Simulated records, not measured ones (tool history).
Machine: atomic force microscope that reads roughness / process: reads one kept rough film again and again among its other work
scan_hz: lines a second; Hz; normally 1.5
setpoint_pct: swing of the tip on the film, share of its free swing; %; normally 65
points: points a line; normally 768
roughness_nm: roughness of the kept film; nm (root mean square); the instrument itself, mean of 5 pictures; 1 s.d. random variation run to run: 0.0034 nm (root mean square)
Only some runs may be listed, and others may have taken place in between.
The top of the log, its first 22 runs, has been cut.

run 23 hour=1271.3 | scan_hz=1.35 setpoint_pct=63 points=768 | roughness_nm=0.985
run 24 hour=1330 | scan_hz=1.85 setpoint_pct=89 points=360 | roughness_nm=0.84
-- hour=1368.7 new tip fitted
run 25 hour=1371 | scan_hz=1.85 setpoint_pct=88 points=312 | roughness_nm=0.87
run 26 hour=1427.5 | scan_hz=1.85 setpoint_pct=88 points=312 | roughness_nm=0.865
-- hour=1432.7 height scale calibrated on a step standard
run 27 hour=1497.4 | scan_hz=2.46 setpoint_pct=65 points=768 | roughness_nm=0.959
run 28 hour=1545.1 | scan_hz=2.29 setpoint_pct=65 points=404 | roughness_nm=0.959
run 29 hour=1586.8 | scan_hz=1.37 setpoint_pct=72 points=768 | roughness_nm=0.968
run 30 hour=1639.9 | scan_hz=0.68 setpoint_pct=65 points=822 | roughness_nm=0.998
run 31 hour=1707 | scan_hz=1.89 setpoint_pct=85 points=896 | roughness_nm=0.861
-- hour=1717.4 new tip fitted
-- hour=1762.6 height scale calibrated on a step standard, once more
run 32 hour=1773.2 | scan_hz=1.5 setpoint_pct=68 points=392 | roughness_nm=0.993
run 33 hour=1847.1 | scan_hz=1.5 setpoint_pct=65 points=331 | roughness_nm=0.989
run 34 hour=1917.1 | scan_hz=0.61 setpoint_pct=81 points=705 | roughness_nm=0.99
run 35 hour=1972.5 | scan_hz=1.5 setpoint_pct=65 points=394 | roughness_nm=0.978
run 36 hour=2010.6 | scan_hz=0.74 setpoint_pct=75 points=620 | roughness_nm=0.978
run 37 hour=2041.5 | scan_hz=3.92 setpoint_pct=83 points=393 | roughness_nm=0.761
-- hour=2066.2 new tip fitted
run 38 hour=2090.7 | scan_hz=1.5 setpoint_pct=58 points=343 | roughness_nm=1.017
run 39 hour=2160.8 | scan_hz=0.84 setpoint_pct=68 points=312 | roughness_nm=1.013
run 40 hour=2222 | scan_hz=1.15 setpoint_pct=79 points=966 | roughness_nm=0.96
run 41 hour=2270.6 | scan_hz=1.15 setpoint_pct=79 points=966 | roughness_nm=0.956
run 42 hour=2329.1 | scan_hz=1.41 setpoint_pct=83 points=490 | roughness_nm=0.911

Here are 3 independent what-if runs from the current tool condition. What would each one return?
run A hour=2404 | scan_hz=1.14 setpoint_pct=57 points=556 | roughness_nm=?
run B hour=2404 | scan_hz=2.6 setpoint_pct=86 points=740 | roughness_nm=?
run C hour=2404 | scan_hz=1.41 setpoint_pct=80 points=490 | roughness_nm=?

run=A roughness_nm=0.995
run=B roughness_nm=0.807
run=C roughness_nm=0.917
With no hidden state in the tool, these same runs would have given:
run=A roughness_nm=1.037
run=B roughness_nm=0.841
run=C roughness_nm=0.955
